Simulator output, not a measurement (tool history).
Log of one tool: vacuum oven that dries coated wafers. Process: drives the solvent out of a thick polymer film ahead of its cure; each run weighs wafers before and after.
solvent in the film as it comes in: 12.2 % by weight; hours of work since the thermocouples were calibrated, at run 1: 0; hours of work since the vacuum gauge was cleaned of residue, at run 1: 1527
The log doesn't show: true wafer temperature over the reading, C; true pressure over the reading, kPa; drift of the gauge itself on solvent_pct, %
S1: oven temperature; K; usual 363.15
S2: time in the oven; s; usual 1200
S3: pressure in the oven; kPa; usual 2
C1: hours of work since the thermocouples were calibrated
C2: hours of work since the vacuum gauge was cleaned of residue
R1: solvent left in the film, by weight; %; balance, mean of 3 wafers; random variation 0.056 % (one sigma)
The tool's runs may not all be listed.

run 1 hour=0 | S1=363.15 S2=1200 S3=2 | C1=0 C2=1527 | R1=3.11
run 2 hour=49.9 | S1=363.15 S2=1140 S3=2 | C1=29 C2=1556 | R1=3.18
run 3 hour=89.9 | S1=363.15 S2=1200 S3=7.39 | C1=52 C2=1580 | R1=8.61
run 4 hour=148.9 | S1=376.15 S2=1200 S3=2 | C1=87 C2=1614 | R1=1.8
run 5 hour=198.8 | S1=363.15 S2=1200 S3=2.65 | C1=116 C2=1643 | R1=3.8
run 6 hour=248.2 | S1=363.15 S2=1200 S3=2.65 | C1=144 C2=1672 | R1=3.79
run 7 hour=313.9 | S1=363.15 S2=1200 S3=2.65 | C1=182 C2=1710 | R1=3.76
run 8 hour=348.1 | S1=363.15 S2=1200 S3=2.65 | C1=202 C2=1730 | R1=3.93
run 9 hour=385.7 | S1=363.15 S2=1200 S3=2.65 | C1=224 C2=1751 | R1=3.72
run 10 hour=442.3 | S1=363.15 S2=1200 S3=5.49 | C1=257 C2=1784 | R1=6.67
run 11 hour=484.3 | S1=363.15 S2=1200 S3=5.49 | C1=281 C2=1809 | R1=6.91
run 12 hour=511.2 | S1=363.15 S2=1200 S3=2 | C1=297 C2=1824 | R1=3.16
run 13 hour=573.4 | S1=363.15 S2=1200 S3=2 | C1=333 C2=1861 | R1=3.11
run 14 hour=619 | S1=371.15 S2=1200 S3=2 | C1=360 C2=1887 | R1=2.16
run 15 hour=677.5 | S1=371.15 S2=1200 S3=2.26 | C1=394 C2=1921 | R1=2.45
run 16 hour=728.7 | S1=371.15 S2=660 S3=2.26 | C1=423 C2=1951 | R1=2.57
run 17 hour=772.3 | S1=363.15 S2=1920 S3=2 | C1=449 C2=1976 | R1=3.04
run 18 hour=834.9 | S1=363.15 S2=1920 S3=2 | C1=485 C2=2013 | R1=2.97
run 19 hour=862.2 | S1=363.15 S2=1200 S3=2 | C1=501 C2=2028 | R1=3.27
run 20 hour=918.4 | S1=363.15 S2=1200 S3=2 | C1=534 C2=2061 | R1=3.26
run 21 hour=945.3 | S1=363.15 S2=1200 S3=2 | C1=549 C2=2077 | R1=3.25
run 22 hour=983.5 | S1=351.15 S2=1200 S3=4.92 | C1=572 C2=2099 | R1=10.15
run 23 hour=1010.4 | S1=357.15 S2=1200 S3=4.03 | C1=587 C2=2115 | R1=6.74
run 24 hour=1058.5 | S1=357.15 S2=1200 S3=4.03 | C1=615 C2=2143 | R1=6.87
run 25 hour=1109.2 | S1=357.15 S2=1200 S3=4.03 | C1=645 C2=2172 | R1=7.12
run 26 hour=1136.5 | S1=357.15 S2=660 S3=2.36 | C1=661 C2=2188 | R1=6.04
run 27 hour=1185.3 | S1=357.15 S2=660 S3=2.36 | C1=689 C2=2216 | R1=5.97
run 28 hour=1214.4 | S1=355.15 S2=1740 S3=2.22 | C1=706 C2=2233 | R1=4.69
run 29 hour=1275.8 | S1=363.15 S2=1140 S3=3.74 | C1=742 C2=2269 | R1=5.11
run 30 hour=1324.3 | S1=378.15 S2=1140 S3=1.07 | C1=770 C2=2297 | R1=1.21
-- hour=1365.2 oven's thermocouples calibrated
run 31 hour=1392 | S1=375.15 S2=2100 S3=5 | C1=16 C2=2335 | R1=4.25
run 32 hour=1419.5 | S1=363.15 S2=1740 S3=1.53 | C1=32 C2=2351 | R1=2.88
run 33 hour=1477.3 | S1=363.15 S2=1740 S3=1.53 | C1=65 C2=2385 | R1=2.82
run 34 hour=1542.1 | S1=375.15 S2=1200 S3=2 | C1=103 C2=2422 | R1=2.19
run 35 hour=1586.9 | S1=366.15 S2=1020 S3=1.36 | C1=129 C2=2448 | R1=2.54
run 36 hour=1649.3 | S1=366.15 S2=1020 S3=1.36 | C1=165 C2=2485 | R1=2.65
run 37 hour=1707 | S1=363.15 S2=1680 S3=2 | C1=199 C2=2518 | R1=3.53
run 38 hour=1734.9 | S1=363.15 S2=1680 S3=2 | C1=215 C2=2534 | R1=3.29
-- hour=1753.8 vacuum gauge cleaned of residue and calibrated
run 39 hour=1798.4 | S1=363.15 S2=960 S3=2.94 | C1=251 C2=26 | R1=3.62
run 40 hour=1831.9 | S1=363.15 S2=1560 S3=1.25 | C1=270 C2=45 | R1=1.52
run 41 hour=1891.5 | S1=363.15 S2=1380 S3=2.47 | C1=305 C2=80 | R1=2.77

4 ways to go on from here, each from the tool as it stands after run 41. What would each give?
run A hour=1918.4 | S1=363.15 S2=1620 S3=2.47 | C1=321 C2=96 | R1=?
run B hour=1918.4 | S1=349.15 S2=1200 S3=2.91 | C1=321 C2=96 | R1=?
run C hour=1918.4 | S1=373.15 S2=1080 S3=6.85 | C1=321 C2=96 | R1=?
run D hour=1918.4 | S1=363.15 S2=1200 S3=2.22 | C1=321 C2=96 | R1=?

run=A R1=2.78
run=B R1=7.01
run=C R1=5.06
run=D R1=2.7
Without the tool's hidden state the same runs would have given:
run=A R1=2.8
run=B R1=7.12
run=C R1=5.13
run=D R1=2.74

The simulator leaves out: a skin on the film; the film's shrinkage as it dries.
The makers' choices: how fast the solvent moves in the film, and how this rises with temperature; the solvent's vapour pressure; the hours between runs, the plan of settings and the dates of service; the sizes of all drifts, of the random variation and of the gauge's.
